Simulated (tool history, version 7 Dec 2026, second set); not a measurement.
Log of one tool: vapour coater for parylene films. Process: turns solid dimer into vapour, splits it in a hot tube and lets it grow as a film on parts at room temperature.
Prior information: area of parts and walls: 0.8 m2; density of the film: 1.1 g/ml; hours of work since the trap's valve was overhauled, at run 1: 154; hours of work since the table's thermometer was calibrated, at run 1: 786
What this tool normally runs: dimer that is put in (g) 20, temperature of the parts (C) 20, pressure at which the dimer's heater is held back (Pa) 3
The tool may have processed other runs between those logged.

run	day	dimer that is put in (g)	temperature of the parts (C)	pressure at which the dimer's heater is held back (Pa)	hours of work since the trap's valve was overhauled	hours of work since the table's thermometer was calibrated	thickness of the film (um)
1	0	20	20	3	154	786	11.56
2	1.279	14	20	3	174	806	7.91
3	2.367	10	20	3	190	823	5.6
4	3.604	10	28	3	209	841	4.92
5	4.421	10	28	3	222	854	4.93
6	5.696	10	28	11.01	241	873	3.8
7	6.738	10	28	11.01	257	889	3.87
8	7.308	10	28	11.01	266	898	3.85
9	8.304	20	28	3	281	913	9.68
10	9.571	20	28	3	301	933	9.51
11	10.883	20	28	3	321	953	9.5
12	11.8	20	20	4.47	335	967	9.94
13	12.871	20	20	3	351	983	10.48
14	13.879	20	20	3	366	999	10.63
15	14.958	35	19	2.24	383	1015	19.89
16	15.696	35	19	2.24	394	1027	19.8
17	16.225	35	27	6.79	402	1035	14.12
18	17.462	35	27	7.33	421	1054	13.9
19	18.1	20	13	4.24	431	1063	11.05
20	19.279	20	13	4.24	449	1081	10.92
21	20.242	20	13	4.24	464	1096	10.77
22	20.975	20	13	4.24	475	1107	10.79
23	22.042	20	19	4.7	491	1124	9.44
24	22.729	20	27	5.1	502	1134	8.2
# day 23.012: trap's valve overhauled
25	23.8	24	27	5.1	12	1148	11.5
26	24.967	21	20	3	30	1166	12.51
27	25.725	21	20	3	42	1178	12.54

Each row is a separate what-if for the run after 27, all from the same tool condition, not one after another. Results?
A	26.425	26	14	4.35	52	1188	?
B	26.425	21	20	3.76	52	1188	?
C	26.425	21	20	5.35	52	1188	?
D	26.425	21	20	2.67	52	1188	?

run	thickness of the film (um)
A	16.1
B	11.79
C	11.21
D	12.52
The same runs, with their run-to-run variation unchanged, on a tool lacking any hidden condition would have given:
run	thickness of the film (um)
A	16.58
B	12.14
C	11.54
D	12.89
